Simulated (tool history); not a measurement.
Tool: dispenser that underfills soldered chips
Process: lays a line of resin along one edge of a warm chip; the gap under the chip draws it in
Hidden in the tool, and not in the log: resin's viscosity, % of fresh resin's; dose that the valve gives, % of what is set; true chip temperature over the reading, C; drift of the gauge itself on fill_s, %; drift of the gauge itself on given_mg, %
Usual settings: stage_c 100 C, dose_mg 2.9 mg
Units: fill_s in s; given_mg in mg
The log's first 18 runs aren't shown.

| run | hour | stage_c | dose_mg | hours of work since the syringe was changed | hours of work since the valve was cleaned | hours of work since the stage was calibrated | fill_s | given_mg |
|---|---|---|---|---|---|---|---|---|
| 19 | 76.7 | 109 | 3.57 | 10 | 80 | 189 | 11.5 | 3.36 |
|  | 78.2 | new syringe of resin |
| 20 | 82.1 | 103 | 3.34 | 3 | 84 | 193 | 11.5 | 3.11 |
| 21 | 86.8 | 103 | 3.34 | 6 | 88 | 197 | 12.5 | 3.09 |
| 22 | 90.4 | 103 | 2.68 | 9 | 90 | 199 | 14.8 | 2.54 |
|  | 92.9 | new syringe of resin |
| 23 | 94 | 103 | 2.68 | 1 | 93 | 202 | 11.5 | 2.53 |
| 24 | 98.8 | 94 | 3.27 | 4 | 96 | 205 | 18.1 | 3.05 |
| 25 | 102 | 108 | 2.51 | 7 | 98 | 207 | 11.5 | 2.3 |
|  | 107.8 | new syringe of resin |
| 26 | 107.8 | 88 | 3.14 | 0 | 102 | 211 | 20.5 | 2.89 |
| 27 | 112.4 | 90 | 2.96 | 3 | 106 | 215 | 21.8 | 2.8 |
|  | 114.4 | dispensing valve cleaned and set on the balance |
| 28 | 116.4 | 92 | 3.5 | 5 | 1 | 217 | 21.4 | 3.57 |
| 29 | 118.9 | 92 | 3.5 | 7 | 3 | 218 | 22.4 | 3.46 |
|  | 123.5 | new syringe of resin |
| 30 | 123.8 | 107 | 3.52 | 0 | 7 | 222 | 8.1 | 3.46 |

Forecast run 31:
| 31 | 126.6 | 95 | 2.62 | 2 | 9 | 224 | ? | ? |

fill_s: 16.7 s
given_mg: 2.61 mg
Without the tool's hidden state the same run would have given fill_s 14.3 s, given_mg 2.63 mg.
